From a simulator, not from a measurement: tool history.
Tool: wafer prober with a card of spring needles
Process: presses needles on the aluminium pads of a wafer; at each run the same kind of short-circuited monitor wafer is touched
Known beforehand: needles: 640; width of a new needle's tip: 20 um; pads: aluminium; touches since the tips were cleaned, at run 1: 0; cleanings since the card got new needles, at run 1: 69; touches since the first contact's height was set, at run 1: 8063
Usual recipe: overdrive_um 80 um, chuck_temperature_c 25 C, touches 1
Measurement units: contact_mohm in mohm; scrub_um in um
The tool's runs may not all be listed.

run    hour  overdrive_um  chuck_temperature_c  touches  touches since the tips were cleaned  cleanings since the card got new needles  touches since the first contact's height was set  contact_mohm  scrub_um
  1       0            80                   25        1                                    0                                        69                                              8063           214    19.708
       14.9  -- tips cleaned on abrasive film
       33.6  -- tips cleaned on abrasive film
  2    39.6            90                   25        1                                 2450                                        71                                             24087           222    22.171
       50.8  -- tips cleaned on abrasive film
       65.7  -- tips cleaned on abrasive film
       80.7  -- tips cleaned on abrasive film
  3    81.5            80                   25        2                                  352                                        74                                             41028           214    19.662
       96.4  -- tips cleaned on abrasive film
      115.1  -- tips cleaned on abrasive film
      133.7  -- tips cleaned on abrasive film
      152.3  -- tips cleaned on abrasive film
  4   164.6            80                   25        1                                 4976                                        78                                             74659           229    19.621
      168.4  -- tips cleaned on abrasive film
        187  -- tips cleaned on abrasive film
      205.7  -- tips cleaned on abrasive film
      213.4  -- height of the first contact set anew
  5   218.7            80                   25        1                                 5208                                        81                                              2192           227    19.544
      222.6  -- tips cleaned on abrasive film
      237.5  -- tips cleaned on abrasive film
      252.4  -- tips cleaned on abrasive film
  6   264.1            80                   25        2                                 4736                                        84                                             20502           221    19.503
      267.9  -- tips cleaned on abrasive film
      282.8  -- tips cleaned on abrasive film
      301.4  -- tips cleaned on abrasive film
      316.4  -- tips cleaned on abrasive film
      331.3  -- tips cleaned on abrasive film
      349.9  -- tips cleaned on abrasive film
  7     353            80                   25        2                                 1237                                        90                                             56431           217    19.446
      367.9  -- tips cleaned on abrasive film
      382.8  -- tips cleaned on abrasive film
      397.7  -- tips cleaned on abrasive film
  8   407.2            80                   25        2                                 3853                                        93                                             78383           223    19.404
      414.7  -- tips cleaned on abrasive film
      433.3  -- tips cleaned on abrasive film
      448.3  -- tips cleaned on abrasive film
      448.6  -- height of the first contact set anew
      463.5  -- tips cleaned on abrasive film
  9   465.3            80                   25        2                                  728                                        97                                              6761           215    19.728
      480.2  -- tips cleaned on abrasive film
      498.9  -- tips cleaned on abrasive film
      513.8  -- tips cleaned on abrasive film
      532.4  -- tips cleaned on abrasive film
        551  -- tips cleaned on abrasive film
 10     551            80                   25        2                                    0                                       102                                             41444           214    19.663
        555  -- height of the first contact set anew, once more
        570  -- tips cleaned on abrasive film
      584.9  -- tips cleaned on abrasive film
      603.5  -- tips cleaned on abrasive film
 11     618            80                   25        2                                 5911                                       105                                             25517           224     19.71
      621.9  -- tips cleaned on abrasive film
      636.8  -- tips cleaned on abrasive film
      651.7  -- tips cleaned on abrasive film
      670.3  -- tips cleaned on abrasive film
 12     685            74                   25        1                                 5946                                       109                                             52577           232     18.18
      688.8  -- tips cleaned on abrasive film
      703.7  -- tips cleaned on abrasive film
      718.6  -- tips cleaned on abrasive film
      737.2  -- tips cleaned on abrasive film
      752.2  -- tips cleaned on abrasive film
 13   766.6            91                   36        2                                 5887                                       114                                             85611           224    22.306
      770.4  -- tips cleaned on abrasive film
      789.1  -- tips cleaned on abrasive film
      789.4  -- height of the first contact set anew
      804.3  -- tips cleaned on abrasive film
      822.9  -- tips cleaned on abrasive film
      841.6  -- tips cleaned on abrasive film
 14   850.9            91                   36        2                                 3791                                       119                                             24905           222    22.424
      858.4  -- tips cleaned on abrasive film
        877  -- tips cleaned on abrasive film
        892  -- tips cleaned on abrasive film
      910.6  -- tips cleaned on abrasive film
      929.2  -- tips cleaned on abrasive film
      944.2  -- tips cleaned on abrasive film
 15   945.6            80                   25        1                                  570                                       125                                             63178           218    19.631
      960.5  -- tips cleaned on abrasive film
      975.4  -- tips cleaned on abrasive film
      990.3  -- tips cleaned on abrasive film
       1009  -- tips cleaned on abrasive film
     1023.9  -- tips cleaned on abrasive film
     1024.2  -- height of the first contact set anew
 16  1030.4            70                   25        1                                 2541                                       130                                              2541           225     17.26
     1041.7  -- tips cleaned on abrasive film
     1060.3  -- tips cleaned on abrasive film
     1075.2  -- tips cleaned on abrasive film
 17  1080.9            83                   25        3                                 2328                                       133                                             22967           217     20.44
     1092.2  -- tips cleaned on abrasive film
     1107.1  -- tips cleaned on abrasive film
 18  1120.8            90                   25        2                                 5597                                       135                                             39122           220    22.132
     1124.6  -- tips cleaned on abrasive film
     1139.6  -- tips cleaned on abrasive film
     1158.2  -- tips cleaned on abrasive film
     1176.8  -- tips cleaned on abrasive film
     1195.5  -- tips cleaned on abrasive film
 19  1201.3            90                   25        2                                 2354                                       140                                             71639           218    22.088
     1212.5  -- tips cleaned on abrasive film
     1231.1  -- tips cleaned on abrasive film
       1246  -- tips cleaned on abrasive film
 20  1253.8            90                   25        2                                 3149                                       143                                             92885           218    22.064

Hidden state at the last listed run before each entry between runs and at the first one after, where it differs:
In the gap between runs 1 and 2: tips cleaned on abrasive film (hour 14.9); tips cleaned on abrasive film (hour 33.6)
  debris on the tips, nm: 14.1 -> 82.4; way that the needles fall short of the set height, um: 0.08 -> 0.16; tips' diameter, um: 21.06 -> 21.09
  measured minus no-state result, contact_mohm: +2 -> +9 mohm; scrub_um: -0.02 -> -0.039 um
In the gap between runs 2 and 3: tips cleaned on abrasive film (hour 50.8); tips cleaned on abrasive film (hour 65.7); tips cleaned on abrasive film (hour 80.7)
  debris on the tips, nm: 82.4 -> 24.1; way that the needles fall short of the set height, um: 0.16 -> 0.31; tips' diameter, um: 21.09 -> 21.14
  measured minus no-state result, contact_mohm: +9 -> +2 mohm; scrub_um: -0.039 -> -0.076 um
In the gap between runs 3 and 4: tips cleaned on abrasive film (hour 96.4); tips cleaned on abrasive film (hour 115.1); tips cleaned on abrasive film (hour 133.7); tips cleaned on abrasive film (hour 152.3)
  debris on the tips, nm: 24.1 -> 118.8; way that the needles fall short of the set height, um: 0.31 -> 0.49; tips' diameter, um: 21.14 -> 21.2
  measured minus no-state result, contact_mohm: +2 -> +16 mohm; scrub_um: -0.076 -> -0.121 um
In the gap between runs 4 and 5: tips cleaned on abrasive film (hour 168.4); tips cleaned on abrasive film (hour 187); tips cleaned on abrasive film (hour 205.7); height of the first contact set anew (hour 213.4)
  debris on the tips, nm: 118.8 -> 120.3; way that the needles fall short of the set height, um: 0.49 -> 0.76; tips' diameter, um: 21.2 -> 21.25
  measured minus no-state result, contact_mohm: +16 -> +16 mohm; scrub_um: -0.121 -> -0.186 um
In the gap between runs 5 and 6: tips cleaned on abrasive film (hour 222.6); tips cleaned on abrasive film (hour 237.5); tips cleaned on abrasive film (hour 252.4)
  debris on the tips, nm: 120.3 -> 110.9; way that the needles fall short of the set height, um: 0.76 -> 0.88; tips' diameter, um: 21.25 -> 21.29
  measured minus no-state result, contact_mohm: +16 -> +9 mohm; scrub_um: -0.186 -> -0.217 um
In the gap between runs 6 and 7: tips cleaned on abrasive film (hour 267.9); tips cleaned on abrasive film (hour 282.8); tips cleaned on abrasive film (hour 301.4); tips cleaned on abrasive film (hour 316.4); tips cleaned on abrasive film (hour 331.3); tips cleaned on abrasive film (hour 349.9)
  debris on the tips, nm: 110.9 -> 45.1; way that the needles fall short of the set height, um: 0.88 -> 1.13; tips' diameter, um: 21.29 -> 21.38
  measured minus no-state result, contact_mohm: +9 -> +4 mohm; scrub_um: -0.217 -> -0.28 um
In the gap between runs 7 and 8: tips cleaned on abrasive film (hour 367.9); tips cleaned on abrasive film (hour 382.8); tips cleaned on abrasive film (hour 397.7)
  debris on the tips, nm: 45.1 -> 105; way that the needles fall short of the set height, um: 1.13 -> 1.27; tips' diameter, um: 21.38 -> 21.43
  measured minus no-state result, contact_mohm: +4 -> +9 mohm; scrub_um: -0.28 -> -0.314 um
In the gap between runs 8 and 9: tips cleaned on abrasive film (hour 414.7); tips cleaned on abrasive film (hour 433.3); tips cleaned on abrasive film (hour 448.3); height of the first contact set anew (hour 448.6); tips cleaned on abrasive film (hour 463.5)
  debris on the tips, nm: 105 -> 35.9; way that the needles fall short of the set height, um: 1.27 -> 0.04; tips' diameter, um: 21.43 -> 21.49
  measured minus no-state result, contact_mohm: +9 -> +3 mohm; scrub_um: -0.314 -> -0.011 um
In the gap between runs 9 and 10: tips cleaned on abrasive film (hour 480.2); tips cleaned on abrasive film (hour 498.9); tips cleaned on abrasive film (hour 513.8); tips cleaned on abrasive film (hour 532.4); tips cleaned on abrasive film (hour 551)
  debris on the tips, nm: 35.9 -> 15.6; way that the needles fall short of the set height, um: 0.04 -> 0.27; tips' diameter, um: 21.49 -> 21.57
  measured minus no-state result, contact_mohm: +3 -> +2 mohm; scrub_um: -0.011 -> -0.066 um
In the gap between runs 10 and 11: height of the first contact set anew, once more (hour 555); tips cleaned on abrasive film (hour 570); tips cleaned on abrasive film (hour 584.9); tips cleaned on abrasive film (hour 603.5)
  debris on the tips, nm: 15.6 -> 126.5; way that the needles fall short of the set height, um: 0.27 -> 0.12; tips' diameter, um: 21.57 -> 21.61
  measured minus no-state result, contact_mohm: +2 -> +11 mohm; scrub_um: -0.066 -> -0.03 um
In the gap between runs 11 and 12: tips cleaned on abrasive film (hour 621.9); tips cleaned on abrasive film (hour 636.8); tips cleaned on abrasive film (hour 651.7); tips cleaned on abrasive film (hour 670.3)
  debris on the tips, nm: 126.5 -> 125.1; way that the needles fall short of the set height, um: 0.12 -> 0.3; tips' diameter, um: 21.61 -> 21.68
  measured minus no-state result, contact_mohm: +11 -> +19 mohm; scrub_um: -0.03 -> -0.075 um
In the gap between runs 12 and 13: tips cleaned on abrasive film (hour 688.8); tips cleaned on abrasive film (hour 703.7); tips cleaned on abrasive film (hour 718.6); tips cleaned on abrasive film (hour 737.2); tips cleaned on abrasive film (hour 752.2)
  debris on the tips, nm: 125.1 -> 125.8; way that the needles fall short of the set height, um: 0.3 -> 0.56; tips' diameter, um: 21.68 -> 21.77
  measured minus no-state result, contact_mohm: +19 -> +9 mohm; scrub_um: -0.075 -> -0.137 um
In the gap between runs 13 and 14: tips cleaned on abrasive film (hour 770.4); tips cleaned on abrasive film (hour 789.1); height of the first contact set anew (hour 789.4); tips cleaned on abrasive film (hour 804.3); tips cleaned on abrasive film (hour 822.9); tips cleaned on abrasive film (hour 841.6)
  debris on the tips, nm: 125.8 -> 101.9; way that the needles fall short of the set height, um: 0.56 -> 0.16; tips' diameter, um: 21.77 -> 21.86
  measured minus no-state result, contact_mohm: +9 -> +7 mohm; scrub_um: -0.137 -> -0.039 um
In the gap between runs 14 and 15: tips cleaned on abrasive film (hour 858.4); tips cleaned on abrasive film (hour 877); tips cleaned on abrasive film (hour 892); tips cleaned on abrasive film (hour 910.6); tips cleaned on abrasive film (hour 929.2); tips cleaned on abrasive film (hour 944.2)
  debris on the tips, nm: 101.9 -> 29.9; way that the needles fall short of the set height, um: 0.16 -> 0.45; tips' diameter, um: 21.86 -> 21.96
  measured minus no-state result, contact_mohm: +7 -> +5 mohm; scrub_um: -0.039 -> -0.112 um
In the gap between runs 15 and 16: tips cleaned on abrasive film (hour 960.5); tips cleaned on abrasive film (hour 975.4); tips cleaned on abrasive film (hour 990.3); tips cleaned on abrasive film (hour 1009); tips cleaned on abrasive film (hour 1023.9); height of the first contact set anew (hour 1024.2)
  debris on the tips, nm: 29.9 -> 74.3; way that the needles fall short of the set height, um: 0.45 -> 0; tips' diameter, um: 21.96 -> 22.05
  measured minus no-state result, contact_mohm: +5 -> +13 mohm; scrub_um: -0.112 -> +0 um
In the gap between runs 16 and 17: tips cleaned on abrasive film (hour 1041.7); tips cleaned on abrasive film (hour 1060.3); tips cleaned on abrasive film (hour 1075.2)
  debris on the tips, nm: 74.3 -> 80; way that the needles fall short of the set height, um: 0 -> 0.13; tips' diameter, um: 22.05 -> 22.1
  measured minus no-state result, contact_mohm: +13 -> +4 mohm; scrub_um: +0 -> -0.03 um
In the gap between runs 17 and 18: tips cleaned on abrasive film (hour 1092.2); tips cleaned on abrasive film (hour 1107.1)
  debris on the tips, nm: 80 -> 121; way that the needles fall short of the set height, um: 0.13 -> 0.22; tips' diameter, um: 22.1 -> 22.13
  measured minus no-state result, contact_mohm: +4 -> +9 mohm; scrub_um: -0.03 -> -0.055 um
In the gap between runs 18 and 19: tips cleaned on abrasive film (hour 1124.6); tips cleaned on abrasive film (hour 1139.6); tips cleaned on abrasive film (hour 1158.2); tips cleaned on abrasive film (hour 1176.8); tips cleaned on abrasive film (hour 1195.5)
  debris on the tips, nm: 121 -> 78.1; way that the needles fall short of the set height, um: 0.22 -> 0.46; tips' diameter, um: 22.13 -> 22.21
  measured minus no-state result, contact_mohm: +9 -> +6 mohm; scrub_um: -0.055 -> -0.114 um
In the gap between runs 19 and 20: tips cleaned on abrasive film (hour 1212.5); tips cleaned on abrasive film (hour 1231.1); tips cleaned on abrasive film (hour 1246)
  debris on the tips, nm: 78.1 -> 91; way that the needles fall short of the set height, um: 0.46 -> 0.6; tips' diameter, um: 22.21 -> 22.26
  measured minus no-state result, contact_mohm: +6 -> +7 mohm; scrub_um: -0.114 -> -0.148 um
